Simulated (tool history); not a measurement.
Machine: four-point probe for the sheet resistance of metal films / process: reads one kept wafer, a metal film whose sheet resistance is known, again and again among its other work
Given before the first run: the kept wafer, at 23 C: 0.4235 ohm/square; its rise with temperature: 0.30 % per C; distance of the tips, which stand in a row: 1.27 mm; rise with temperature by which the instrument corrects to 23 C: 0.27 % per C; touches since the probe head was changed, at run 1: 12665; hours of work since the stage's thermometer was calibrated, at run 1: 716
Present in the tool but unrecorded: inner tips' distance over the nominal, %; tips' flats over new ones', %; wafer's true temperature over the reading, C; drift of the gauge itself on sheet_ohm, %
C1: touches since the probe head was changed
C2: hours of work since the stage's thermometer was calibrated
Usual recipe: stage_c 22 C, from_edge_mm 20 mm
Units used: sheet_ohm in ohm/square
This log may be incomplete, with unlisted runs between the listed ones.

Run 1, hour 0: usual settings; C1 12665; C2 716. Result: sheet_ohm 0.423925 ohm/square.
Run 2, hour 38.6: usual settings but stage_c 26 C; C1 13353; C2 734. Result: sheet_ohm 0.424191 ohm/square.
Run 3, hour 80: usual settings but stage_c 26 C; C1 14090; C2 753. Result: sheet_ohm 0.424314 ohm/square.
Run 4, hour 101: usual settings; C1 14465; C2 763. Result: sheet_ohm 0.423881 ohm/square.
Run 5, hour 128.2: usual settings; C1 14949; C2 775. Result: sheet_ohm 0.424015 ohm/square.
Run 6, hour 152.1: usual settings; C1 15375; C2 787. Result: sheet_ohm 0.423931 ohm/square.
Run 7, hour 176.9: usual settings but from_edge_mm 74 mm; C1 15816; C2 798. Result: sheet_ohm 0.423269 ohm/square.
Run 8, hour 202: usual settings but stage_c 20 C; C1 16265; C2 810. Result: sheet_ohm 0.423905 ohm/square.
Run 9, hour 223.8: usual settings but stage_c 20 C; C1 16653; C2 820. Result: sheet_ohm 0.423761 ohm/square.
Run 10, hour 250.4: usual settings but stage_c 20 C; C1 17127; C2 832. Result: sheet_ohm 0.42383 ohm/square.
Run 11, hour 276.9: usual settings but stage_c 20 C; C1 17600; C2 844. Result: sheet_ohm 0.423863 ohm/square.
Run 12, hour 319.6: usual settings; C1 18360; C2 864. Result: sheet_ohm 0.424186 ohm/square.
Run 13, hour 352.8: usual settings; C1 18951; C2 879. Result: sheet_ohm 0.424078 ohm/square.
Run 14, hour 373.1: usual settings; C1 19314; C2 888. Result: sheet_ohm 0.424172 ohm/square.
Run 15, hour 411.1: usual settings; C1 19990; C2 906. Result: sheet_ohm 0.424191 ohm/square.
Run 16, hour 432.7: usual settings; C1 20375; C2 916. Result: sheet_ohm 0.424239 ohm/square.
Run 17, hour 458.5: usual settings; C1 20836; C2 928. Result: sheet_ohm 0.424148 ohm/square.
Run 18, hour 475.8: usual settings; C1 21144; C2 936. Result: sheet_ohm 0.424344 ohm/square.
Run 19, hour 502.6: usual settings but stage_c 30 C; C1 21620; C2 948. Result: sheet_ohm 0.425093 ohm/square.
Run 20, hour 541.3: usual settings but stage_c 23 C; C1 22310; C2 966. Result: sheet_ohm 0.424535 ohm/square.
Run 21, hour 561.8: usual settings but stage_c 23 C; C1 22675; C2 975. Result: sheet_ohm 0.424288 ohm/square.
Run 22, hour 583.8: usual settings but stage_c 23 C; C1 23068; C2 985. Result: sheet_ohm 0.424619 ohm/square.
Run 23, hour 604.4: usual settings but stage_c 26 C, from_edge_mm 25 mm; C1 23435; C2 995. Result: sheet_ohm 0.424518 ohm/square.
Run 24, hour 641.6: usual settings but stage_c 26 C, from_edge_mm 25 mm; C1 24098; C2 1012. Result: sheet_ohm 0.424536 ohm/square.
Run 25, hour 663.2: usual settings but stage_c 26 C, from_edge_mm 25 mm; C1 24483; C2 1022. Result: sheet_ohm 0.424446 ohm/square.
Run 26, hour 686.9: usual settings but stage_c 26 C, from_edge_mm 25 mm; C1 24904; C2 1033. Result: sheet_ohm 0.424526 ohm/square.
Run 27, hour 706.5: usual settings but stage_c 26 C, from_edge_mm 25 mm; C1 25254; C2 1042. Result: sheet_ohm 0.424582 ohm/square.
Run 28, hour 725.2: usual settings but stage_c 23 C, from_edge_mm 12 mm; C1 25588; C2 1051. Result: sheet_ohm 0.426299 ohm/square.
Run 29, hour 761.5: usual settings but from_edge_mm 9 mm; C1 26235; C2 1067. Result: sheet_ohm 0.428127 ohm/square.
Run 30, hour 803.5: usual settings but from_edge_mm 9 mm; C1 26983; C2 1087. Result: sheet_ohm 0.428158 ohm/square.
Run 31, hour 829.4: usual settings but stage_c 18 C, from_edge_mm 11 mm; C1 27445; C2 1099. Result: sheet_ohm 0.42641 ohm/square.
Run 32, hour 852.6: usual settings but stage_c 19 C, from_edge_mm 56 mm; C1 27857; C2 1109. Result: sheet_ohm 0.423581 ohm/square.
Run 33, hour 881.3: usual settings but stage_c 19 C, from_edge_mm 56 mm; C1 28369; C2 1122. Result: sheet_ohm 0.423635 ohm/square.
Run 34, hour 920.8: usual settings but stage_c 25 C, from_edge_mm 56 mm; C1 29072; C2 1141. Result: sheet_ohm 0.424011 ohm/square.
Run 35, hour 961.9: usual settings but stage_c 25 C, from_edge_mm 17 mm; C1 29805; C2 1160. Result: sheet_ohm 0.425336 ohm/square.
Run 36, hour 986.1: usual settings but stage_c 27 C, from_edge_mm 43 mm; C1 30236; C2 1171. Result: sheet_ohm 0.424458 ohm/square.
Run 37, hour 1012.2: usual settings but stage_c 31 C, from_edge_mm 3 mm; C1 30701; C2 1183. Result: sheet_ohm 0.461686 ohm/square.
Run 38, hour 1031.8: usual settings but stage_c 29 C, from_edge_mm 47 mm; C1 31051; C2 1192. Result: sheet_ohm 0.42473 ohm/square.
Run 39, hour 1058.6: usual settings but stage_c 32 C; C1 31529; C2 1204. Result: sheet_ohm 0.425678 ohm/square.
Run 40, hour 1093.4: usual settings but stage_c 32 C; C1 32149; C2 1220. Result: sheet_ohm 0.425874 ohm/square.
Run 41, hour 1127.4: usual settings but stage_c 19 C, from_edge_mm 54 mm; C1 32754; C2 1236. Result: sheet_ohm 0.423856 ohm/square.
Run 42, hour 1166: usual settings but stage_c 33 C, from_edge_mm 17 mm; C1 33442; C2 1254. Result: sheet_ohm 0.426289 ohm/square.
Run 43, hour 1195.6: usual settings but stage_c 29 C; C1 33969; C2 1267. Result: sheet_ohm 0.425816 ohm/square.
Run 44, hour 1225: usual settings but stage_c 29 C, from_edge_mm 12 mm; C1 34493; C2 1281. Result: sheet_ohm 0.427368 ohm/square.

Had the tool no unlogged condition, and each run kept its random variation, what would the results have been?
run  sheet_ohm
  1   0.424443
  2   0.424673
  3   0.424753
  4   0.424295
  5   0.424402
  6   0.424294
  7   0.423605
  8   0.424216
  9   0.424052
 10   0.424094
 11     0.4241
 12   0.424386
 13   0.424242
 14   0.424315
 15   0.424295
 16   0.424325
 17    0.42421
 18   0.424389
 19   0.425118
 20   0.424517
 21   0.424248
 22   0.424556
 23   0.424439
 24   0.424418
 25   0.424307
 26   0.424364
 27   0.424401
 28   0.426093
 29    0.42788
 30   0.427871
 31   0.426094
 32   0.423243
 33   0.423267
 34   0.423611
 35   0.424894
 36   0.423997
 37   0.461163
 38   0.424224
 39    0.42515
 40   0.425311
 41   0.423244
 42   0.425655
 43   0.425148
 44   0.426667

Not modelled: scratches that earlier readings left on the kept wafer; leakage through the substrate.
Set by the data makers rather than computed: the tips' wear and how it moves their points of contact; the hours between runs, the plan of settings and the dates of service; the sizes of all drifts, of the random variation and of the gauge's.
